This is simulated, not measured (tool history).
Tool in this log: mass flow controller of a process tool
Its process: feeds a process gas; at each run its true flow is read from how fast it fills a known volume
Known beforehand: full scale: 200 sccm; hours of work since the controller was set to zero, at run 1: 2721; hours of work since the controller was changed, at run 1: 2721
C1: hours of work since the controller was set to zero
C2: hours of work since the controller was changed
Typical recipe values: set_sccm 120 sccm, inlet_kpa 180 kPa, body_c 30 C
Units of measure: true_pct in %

run 1 hour=0 | set_sccm=120 inlet_kpa=180 body_c=30 | C1=2721 C2=2721 | true_pct=99.08
run 2 hour=244.7 | set_sccm=120 inlet_kpa=149 body_c=30 | C1=2881 C2=2881 | true_pct=99.06
run 3 hour=551.5 | set_sccm=120 inlet_kpa=183 body_c=30 | C1=3081 C2=3081 | true_pct=99.08
run 4 hour=910.6 | set_sccm=120 inlet_kpa=183 body_c=30 | C1=3316 C2=3316 | true_pct=98.98
run 5 hour=1101.9 | set_sccm=120 inlet_kpa=183 body_c=30 | C1=3441 C2=3441 | true_pct=99.11
run 6 hour=1478.2 | set_sccm=120 inlet_kpa=183 body_c=30 | C1=3687 C2=3687 | true_pct=98.8
run 7 hour=1731.4 | set_sccm=120 inlet_kpa=183 body_c=30 | C1=3853 C2=3853 | true_pct=98.83
run 8 hour=2094.4 | set_sccm=120 inlet_kpa=183 body_c=30 | C1=4090 C2=4090 | true_pct=98.82
run 9 hour=2372.6 | set_sccm=120 inlet_kpa=201 body_c=39 | C1=4272 C2=4272 | true_pct=99.97
run 10 hour=2606 | set_sccm=120 inlet_kpa=201 body_c=39 | C1=4425 C2=4425 | true_pct=99.97
run 11 hour=2877 | set_sccm=28 inlet_kpa=181 body_c=23 | C1=4602 C2=4602 | true_pct=102.05
run 12 hour=3259.4 | set_sccm=28 inlet_kpa=216 body_c=32 | C1=4852 C2=4852 | true_pct=103.31
run 13 hour=3461.4 | set_sccm=28 inlet_kpa=216 body_c=32 | C1=4984 C2=4984 | true_pct=103.3

Predict each of these 5 candidate next runs independently; none follows another, all start after run 13:
run A hour=3690.8 | set_sccm=134 inlet_kpa=241 body_c=25 | C1=5134 C2=5134 | true_pct=?
run B hour=3690.8 | set_sccm=125 inlet_kpa=216 body_c=38 | C1=5134 C2=5134 | true_pct=?
run C hour=3690.8 | set_sccm=153 inlet_kpa=155 body_c=22 | C1=5134 C2=5134 | true_pct=?
run D hour=3690.8 | set_sccm=31 inlet_kpa=216 body_c=32 | C1=5134 C2=5134 | true_pct=?
run E hour=3690.8 | set_sccm=28 inlet_kpa=216 body_c=23 | C1=5134 C2=5134 | true_pct=?

run=A true_pct=98.17
run=B true_pct=99.53
run=C true_pct=97.63
run=D true_pct=102.88
run=E true_pct=102.39
Take away the tool's hidden state, keep each run's random variation, and the runs would have read:
run=A true_pct=99.37
run=B true_pct=100.62
run=C true_pct=99.02
run=D true_pct=99.04
run=E true_pct=97.85

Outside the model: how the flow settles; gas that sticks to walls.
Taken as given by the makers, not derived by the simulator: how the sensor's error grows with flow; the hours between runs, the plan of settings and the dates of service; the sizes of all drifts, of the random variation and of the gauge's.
